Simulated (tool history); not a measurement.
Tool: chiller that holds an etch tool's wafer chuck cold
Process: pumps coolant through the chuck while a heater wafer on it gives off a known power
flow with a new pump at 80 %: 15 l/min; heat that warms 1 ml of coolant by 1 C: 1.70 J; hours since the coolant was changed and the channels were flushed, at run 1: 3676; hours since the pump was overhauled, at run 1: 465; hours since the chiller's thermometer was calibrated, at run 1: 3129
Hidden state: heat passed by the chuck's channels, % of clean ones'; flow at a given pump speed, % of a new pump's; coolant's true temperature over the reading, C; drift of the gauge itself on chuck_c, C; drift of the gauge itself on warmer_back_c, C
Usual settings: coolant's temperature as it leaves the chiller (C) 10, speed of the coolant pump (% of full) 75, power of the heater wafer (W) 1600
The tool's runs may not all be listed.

run    hour  coolant's temperature as it leaves the chiller (C)  speed of the coolant pump (% of full)  power of the heater wafer (W)  hours since the coolant was changed and the channels were flushed  hours since the pump was overhauled  hours since the chiller's thermometer was calibrated  chuck's temperature once it has settled (C)  how much warmer the coolant comes back (C)
  1     0.0                                                  10                                     75                           1600                                                               3676                                  465                                                  3129                                         22.6                                        4.08
  2    81.0                                                  10                                     75                           1290                                                               3757                                  546                                                  3210                                         20.1                                        3.35
  3   187.4                                                  10                                     68                           1600                                                               3863                                  652                                                  3316                                         23.9                                        4.56
  4   302.7                                                  10                                     75                           1600                                                               3979                                  767                                                  3431                                         22.5                                        4.08
  5   367.3                                                   6                                     75                           1600                                                               4043                                  832                                                  3496                                         18.6                                        4.13
  6   440.2                                                   6                                     75                           1600                                                               4116                                  905                                                  3569                                         18.7                                        4.12
  7   553.3                                                   6                                     75                           1600                                                               4229                                 1018                                                  3682                                         18.7                                        4.11
  8   614.4                                                  10                                     75                           1600                                                               4290                                 1079                                                  3743                                         22.8                                        4.13
  9   686.1                                                  10                                     75                           1600                                                               4362                                 1151                                                  3815                                         22.8                                        4.15
 10   818.8                                                  10                                     75                           1600                                                               4495                                 1284                                                  3947                                         22.7                                        4.19
 11   888.3                                                  10                                     63                           1600                                                               4564                                 1353                                                  4017                                         24.8                                        5.02
 12   989.9                                                  10                                     70                           1674                                                               4666                                 1455                                                  4118                                         24.0                                        4.69
     1028.2  -- chiller's thermometer calibrated
 13  1075.4                                                  10                                     70                           1674                                                               4750                                 1539                                                    47                                         23.9                                        4.70
 14  1145.2                                                  10                                     70                           1674                                                               4820                                 1609                                                   117                                         23.8                                        4.66
 15  1237.0                                                   1                                     68                           1000                                                               4912                                 1701                                                   209                                          9.6                                        2.90
 16  1359.8                                                   1                                     99                           2279                                                               5035                                 1823                                                   332                                         15.6                                        4.41
 17  1428.1                                                  13                                     84                            913                                                               5103                                 1892                                                   400                                         19.7                                        2.10
 18  1556.4                                                  10                                     63                           1600                                                               5231                                 2020                                                   528                                         24.6                                        5.09
 19  1659.0                                                  19                                     99                           1188                                                               5334                                 2123                                                   631                                         26.7                                        2.33
 20  1728.9                                                  12                                     82                            835                                                               5404                                 2193                                                   701                                         18.4                                        2.00
 21  1829.7                                                  10                                     60                           1245                                                               5505                                 2293                                                   802                                         21.9                                        4.17
 22  1893.2                                                  10                                     60                           1245                                                               5568                                 2357                                                   865                                         22.0                                        4.16

Forecast each of these 5 alternatives for the next run:
  A  1953.2                                                  16                                     60                           1245                                                               5628                                 2417                                                   925                                            ?                                           ?
  B  1953.2                                                  17                                     75                           1600                                                               5628                                 2417                                                   925                                            ?                                           ?
  C  1953.2                                                   9                                     94                           1245                                                               5628                                 2417                                                   925                                            ?                                           ?
  D  1953.2                                                  10                                     75                           2055                                                               5628                                 2417                                                   925                                            ?                                           ?
  E  1953.2                                                  10                                     62                           1245                                                               5628                                 2417                                                   925                                            ?                                           ?

run  chuck's temperature once it has settled (C)  how much warmer the coolant comes back (C)
  A                                         27.9                                        4.18
  B                                         29.9                                        4.20
  C                                         17.6                                        2.60
  D                                         26.6                                        5.44
  E                                         21.7                                        4.04
Without the tool's hidden state the same runs would have given:
run  chuck's temperature once it has settled (C)  how much warmer the coolant comes back (C)
  A                                         26.7                                        3.98
  B                                         28.6                                        4.01
  C                                         16.7                                        2.48
  D                                         25.0                                        5.19
  E                                         20.5                                        3.85

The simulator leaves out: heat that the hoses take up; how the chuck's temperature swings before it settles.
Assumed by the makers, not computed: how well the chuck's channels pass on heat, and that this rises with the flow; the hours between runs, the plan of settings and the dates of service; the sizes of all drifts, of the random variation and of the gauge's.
